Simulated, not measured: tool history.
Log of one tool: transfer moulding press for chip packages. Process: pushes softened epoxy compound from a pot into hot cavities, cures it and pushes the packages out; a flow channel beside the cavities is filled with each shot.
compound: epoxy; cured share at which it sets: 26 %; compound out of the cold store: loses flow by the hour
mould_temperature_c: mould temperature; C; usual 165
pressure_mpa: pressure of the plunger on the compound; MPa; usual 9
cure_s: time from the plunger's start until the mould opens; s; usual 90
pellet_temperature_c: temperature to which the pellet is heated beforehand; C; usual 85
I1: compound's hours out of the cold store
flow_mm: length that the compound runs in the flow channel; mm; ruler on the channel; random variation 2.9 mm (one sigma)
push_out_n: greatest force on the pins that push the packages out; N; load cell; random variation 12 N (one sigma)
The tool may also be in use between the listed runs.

Run 1, hour 0: usual settings; I1 19.3. Result: flow_mm 626 mm, push_out_n 603 N.
At hour 19.3: cavities cleaned with cleaning compound and waxed.
Run 2, hour 23.6: usual settings; I1 24.5. Result: flow_mm 613 mm, push_out_n 596 N.
Run 3, hour 34.8: usual settings; I1 40.7. Result: flow_mm 563 mm, push_out_n 582 N.
Run 4, hour 54.5: usual settings but mould_temperature_c 158 C; I1 39.2. Result: flow_mm 573 mm, push_out_n 862 N.
Run 5, hour 74.3: usual settings but mould_temperature_c 158 C; I1 33.8. Result: flow_mm 597 mm, push_out_n 878 N.
At hour 78.1: cavities cleaned with cleaning compound and waxed.
Run 6, hour 90.2: usual settings but mould_temperature_c 158 C; I1 34.5. Result: flow_mm 591 mm, push_out_n 865 N.
Run 7, hour 104.4: usual settings but mould_temperature_c 158 C; I1 22.4. Result: flow_mm 629 mm, push_out_n 909 N.
At hour 114.6: mould's thermocouples calibrated.
Run 8, hour 119.8: usual settings but mould_temperature_c 158 C; I1 21.3. Result: flow_mm 635 mm, push_out_n 904 N.
At hour 138.5: cavities cleaned with cleaning compound and waxed.
Run 9, hour 143.6: usual settings but mould_temperature_c 158 C; I1 44.5. Result: flow_mm 559 mm, push_out_n 822 N.
Run 10, hour 162.5: usual settings but mould_temperature_c 158 C; I1 36.8. Result: flow_mm 582 mm, push_out_n 871 N.
At hour 170.2: plunger's sealing rings changed.
Run 11, hour 185.8: usual settings but pellet_temperature_c 82 C; I1 20.4. Result: flow_mm 632 mm, push_out_n 586 N.
At hour 200.1: cavities cleaned with cleaning compound and waxed.
Run 12, hour 209.7: usual settings but pellet_temperature_c 82 C; I1 32. Result: flow_mm 592 mm, push_out_n 590 N.
Run 13, hour 222: usual settings but cure_s 126 s; I1 35.5. Result: flow_mm 581 mm, push_out_n 462 N.
Run 14, hour 245.4: usual settings but cure_s 126 s; I1 42.5. Result: flow_mm 558 mm, push_out_n 465 N.
At hour 259: cavities cleaned with cleaning compound and waxed.
Run 15, hour 264.6: usual settings but mould_temperature_c 158 C, pressure_mpa 10.15 MPa, cure_s 112 s, pellet_temperature_c 92 C; I1 45.3. Result: flow_mm 590 mm, push_out_n 576 N.
Run 16, hour 280.6: usual settings; I1 22.2. Result: flow_mm 618 mm, push_out_n 593 N.
Run 17, hour 291.7: usual settings but pressure_mpa 10.85 MPa, cure_s 71 s, pellet_temperature_c 83 C; I1 32.4. Result: flow_mm 644 mm, push_out_n 940 N.
Run 18, hour 308: usual settings but pressure_mpa 10.85 MPa, cure_s 71 s, pellet_temperature_c 83 C; I1 25.3. Result: flow_mm 673 mm, push_out_n 984 N.
At hour 317.6: cavities cleaned with cleaning compound and waxed.
Run 19, hour 326: usual settings but pressure_mpa 10.14 MPa, pellet_temperature_c 90 C; I1 45.7. Result: flow_mm 582 mm, push_out_n 516 N.
Run 20, hour 341.3: usual settings but mould_temperature_c 170 C, pressure_mpa 9.5 MPa, cure_s 72 s, pellet_temperature_c 86 C; I1 20.4. Result: flow_mm 641 mm, push_out_n 699 N.
Run 21, hour 356.9: usual settings but mould_temperature_c 167 C, pressure_mpa 10.7 MPa, cure_s 72 s, pellet_temperature_c 86 C; I1 43.2. Result: flow_mm 603 mm, push_out_n 784 N.
At hour 375.7: cavities cleaned with cleaning compound and waxed.
Run 22, hour 379.2: usual settings but pellet_temperature_c 84 C; I1 26.8. Result: flow_mm 606 mm, push_out_n 586 N.
Run 23, hour 399.7: usual settings but pellet_temperature_c 84 C; I1 40.9. Result: flow_mm 559 mm, push_out_n 556 N.
Run 24, hour 419.6: usual settings but pellet_temperature_c 84 C; I1 14.1. Result: flow_mm 655 mm, push_out_n 620 N.
At hour 434.1: cavities cleaned with cleaning compound and waxed.
Run 25, hour 440.8: usual settings but mould_temperature_c 164 C, pressure_mpa 8.14 MPa, cure_s 107 s, pellet_temperature_c 84 C; I1 28.6. Result: flow_mm 572 mm, push_out_n 499 N.
At hour 449.9: plunger's sealing rings changed.
Run 26, hour 466: usual settings but mould_temperature_c 168 C, pellet_temperature_c 90 C; I1 9. Result: flow_mm 661 mm, push_out_n 544 N.
Run 27, hour 480.1: usual settings but mould_temperature_c 168 C, pellet_temperature_c 90 C; I1 46.2. Result: flow_mm 541 mm, push_out_n 499 N.
At hour 495.4: cavities cleaned with cleaning compound and waxed.
Run 28, hour 498.4: usual settings but mould_temperature_c 168 C, pellet_temperature_c 90 C; I1 23.9. Result: flow_mm 614 mm, push_out_n 513 N.

The same runs without the tool's hidden state, with the same run-to-run variation:
The hidden state here: true mould temperature over the reading, C; pressure that reaches the compound, % of what is set; grip of the stained cavities, % over clean ones'; drift of the gauge itself on flow_mm, %; drift of the gauge itself on push_out_n, %.
run  push_out_n
  1         597
  2         595
  3         579
  4         854
  5         867
  6         863
  7         903
  8         894
  9         820
 10         864
 11         579
 12         588
 13         459
 14         460
 15         574
 16         589
 17         931
 18         972
 19         514
 20         694
 21         776
 22         586
 23         552
 24         613
 25         497
 26         540
 27         494
 28         513
flow_mm: within 1 mm of the measured result in every run.
